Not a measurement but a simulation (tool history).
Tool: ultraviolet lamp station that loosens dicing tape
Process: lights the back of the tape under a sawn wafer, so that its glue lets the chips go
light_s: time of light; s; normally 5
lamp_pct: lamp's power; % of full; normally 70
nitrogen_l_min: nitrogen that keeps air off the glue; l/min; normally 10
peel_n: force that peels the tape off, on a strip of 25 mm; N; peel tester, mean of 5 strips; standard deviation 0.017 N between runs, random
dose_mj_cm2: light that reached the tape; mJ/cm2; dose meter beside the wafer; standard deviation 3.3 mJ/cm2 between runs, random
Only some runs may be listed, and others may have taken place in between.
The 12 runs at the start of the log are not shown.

| run | hour | light_s | lamp_pct | nitrogen_l_min | peel_n | dose_mj_cm2 |
|---|---|---|---|---|---|---|
| 13 | 189.8 | 4 | 71 | 3 | 2.037 | 417 |
| 14 | 201.7 | 5 | 69 | 10 | 0.833 | 508 |
| 15 | 223.5 | 5 | 69 | 10 | 0.882 | 506 |
| 16 | 240.3 | 5 | 69 | 13 | 0.741 | 515 |
| 17 | 257.3 | 5 | 69 | 13 | 0.739 | 515 |
| 18 | 274.2 | 3 | 74 | 11 | 1.526 | 326 |
| 19 | 288.1 | 3 | 74 | 11 | 1.563 | 323 |
| 20 | 297.5 | 3 | 74 | 11 | 1.536 | 326 |
| 21 | 308.9 | 3 | 74 | 11 | 1.487 | 324 |
| 22 | 322 | 5 | 90 | 15 | 0.419 | 660 |
| 23 | 332.9 | 8 | 70 | 10 | 0.393 | 821 |
| 24 | 348.1 | 4 | 96 | 10 | 0.716 | 567 |
| 25 | 364.3 | 6 | 73 | 3 | 1.293 | 644 |
| 26 | 377.1 | 6 | 65 | 12 | 0.622 | 581 |
| 27 | 394.5 | 6 | 65 | 12 | 0.622 | 577 |
| 28 | 406.7 | 5 | 65 | 12 | 0.812 | 476 |
| 29 | 423.6 | 5 | 65 | 12 | 0.82 | 479 |
| 30 | 434.8 | 5 | 65 | 12 | 0.828 | 480 |
| 31 | 453 | 5 | 91 | 3 | 1.206 | 668 |
| 32 | 471.6 | 7 | 71 | 3 | 1.086 | 737 |
| 33 | 481.9 | 5 | 71 | 7 | 1.03 | 526 |

Predict each of these 3 candidate next runs independently; none follows another, all start after run 33:
| A | 496.4 | 10 | 68 | 6 | ? | ? |
| B | 496.4 | 5 | 68 | 5 | ? | ? |
| C | 496.4 | 5 | 72 | 18 | ? | ? |

| run | peel_n | dose_mj_cm2 |
|---|---|---|
| A | 0.397 | 1007 |
| B | 1.378 | 501 |
| C | 0.57 | 528 |
What these runs would have given with no unlogged condition in the tool:
| run | peel_n | dose_mj_cm2 |
|---|---|---|
| A | 0.396 | 1009 |
| B | 1.375 | 502 |
| C | 0.568 | 529 |
